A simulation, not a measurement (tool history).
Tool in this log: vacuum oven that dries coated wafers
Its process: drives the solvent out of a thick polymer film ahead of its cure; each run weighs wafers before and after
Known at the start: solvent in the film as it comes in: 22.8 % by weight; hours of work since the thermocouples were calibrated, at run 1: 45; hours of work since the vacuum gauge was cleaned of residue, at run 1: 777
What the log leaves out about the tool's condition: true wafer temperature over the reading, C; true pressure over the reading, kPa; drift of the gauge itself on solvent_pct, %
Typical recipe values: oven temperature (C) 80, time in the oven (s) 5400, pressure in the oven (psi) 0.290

run,hour,oven temperature (C),time in the oven (s),pressure in the oven (psi),hours of work since the thermocouples were calibrated,hours of work since the vacuum gauge was cleaned of residue,solvent left in the film (%)
1,0.0,80,5400,0.290,45,777,3.38
2,44.2,80,6780,0.290,64,796,2.60
3,65.6,80,6780,0.290,74,806,2.66
4,87.2,80,6780,0.290,83,815,2.60
5,111.9,80,5400,0.290,94,826,3.37
6,154.2,80,5400,0.318,113,845,3.56
7,193.4,80,5400,0.290,130,862,3.42
8,224.1,80,4020,0.290,144,876,4.97
9,262.9,80,4020,0.290,161,893,4.95
10,297.1,80,3180,0.290,176,908,6.31
11,329.0,80,3180,0.290,190,922,6.25
12,359.9,85,4560,0.455,204,936,3.48
13,383.0,85,4740,0.761,214,946,4.52
14,422.6,82,2760,1.052,231,963,9.18
15,450.0,82,2760,1.052,244,976,9.04
16,485.3,67,3420,1.052,259,991,14.80
17,514.9,75,5400,0.154,272,1004,4.28
18,540.3,78,5400,0.154,284,1016,3.47
19,570.9,75,6000,0.339,297,1029,4.62
20,597.7,75,6000,0.339,309,1041,4.69

What if the next run were any one of these 5? Each begins from the tool's condition after run 20:
A,630.3,91,6480,0.248,323,1055,?
B,630.3,75,4140,0.339,323,1055,?
C,630.3,70,4140,0.175,323,1055,?
D,630.3,87,7440,0.595,323,1055,?
E,630.3,80,5400,1.098,323,1055,?

run,solvent left in the film (%)
A,0.83
B,6.86
C,7.89
D,2.61
E,7.24
Take away the tool's hidden state, keep each run's random variation, and the runs would have read:
run,solvent left in the film (%)
A,0.81
B,6.81
C,7.84
D,2.58
E,7.20

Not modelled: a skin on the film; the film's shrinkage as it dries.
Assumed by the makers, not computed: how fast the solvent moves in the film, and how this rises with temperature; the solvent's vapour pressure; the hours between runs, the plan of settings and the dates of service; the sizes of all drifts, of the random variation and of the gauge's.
